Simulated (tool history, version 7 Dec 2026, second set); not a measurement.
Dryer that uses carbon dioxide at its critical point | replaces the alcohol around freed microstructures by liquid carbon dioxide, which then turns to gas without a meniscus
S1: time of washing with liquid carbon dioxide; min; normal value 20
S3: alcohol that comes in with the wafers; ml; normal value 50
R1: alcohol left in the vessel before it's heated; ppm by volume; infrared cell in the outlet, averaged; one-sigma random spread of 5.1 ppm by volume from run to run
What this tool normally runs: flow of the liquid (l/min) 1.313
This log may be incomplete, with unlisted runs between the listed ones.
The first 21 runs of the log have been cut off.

Run 22, hour 678.2: usual settings but S1 14 min. Result: R1 352 ppm by volume.
Run 23, hour 704.6: usual settings. Result: R1 108 ppm by volume.
Run 24, hour 730.1: usual settings but S1 12 min, flow of the liquid (l/min) 1.040. Result: R1 1093 ppm by volume.
Run 25, hour 755.4: usual settings but S1 12 min, flow of the liquid (l/min) 1.040. Result: R1 1104 ppm by volume.
Run 26, hour 797.4: usual settings but S1 16 min, flow of the liquid (l/min) 1.100, S3 23 ml. Result: R1 215 ppm by volume.
Run 27, hour 828.9: usual settings but S1 14 min, flow of the liquid (l/min) 1.100, S3 51 ml. Result: R1 647 ppm by volume.
Run 28, hour 855.6: usual settings but S1 14 min, flow of the liquid (l/min) 1.100, S3 51 ml. Result: R1 638 ppm by volume.
Run 29, hour 890.8: usual settings but S1 14 min, flow of the liquid (l/min) 1.100, S3 51 ml. Result: R1 672 ppm by volume.
Run 30, hour 928.2: usual settings but S1 17 min, flow of the liquid (l/min) 1.090, S3 59 ml. Result: R1 437 ppm by volume.
Run 31, hour 952.8: usual settings but S1 22 min. Result: R1 83 ppm by volume.
Run 32, hour 970.5: usual settings but S1 24 min, flow of the liquid (l/min) 0.910, S3 86 ml. Result: R1 346 ppm by volume.
Run 33, hour 1000.6: usual settings but S1 14 min, flow of the liquid (l/min) 0.840, S3 85 ml. Result: R1 2219 ppm by volume.
Run 34, hour 1018.4: usual settings but S1 14 min, flow of the liquid (l/min) 0.840, S3 85 ml. Result: R1 2214 ppm by volume.
Run 35, hour 1061.8: usual settings but flow of the liquid (l/min) 1.340. Result: R1 109 ppm by volume.
Run 36, hour 1093.1: usual settings but flow of the liquid (l/min) 1.090, S3 104 ml. Result: R1 420 ppm by volume.
Run 37, hour 1120.1: usual settings but S1 17 min. Result: R1 205 ppm by volume.
Run 38, hour 1137.9: usual settings but S1 17 min. Result: R1 197 ppm by volume.

Run 39 has not been measured yet. What should we expect?
Run 39, hour 1168.9: usual settings but S1 16 min, flow of the liquid (l/min) 0.990. Result: R1 ?.

R1: 625 ppm by volume
Minus the tool's unlogged condition, the same run would have read R1 510 ppm by volume.
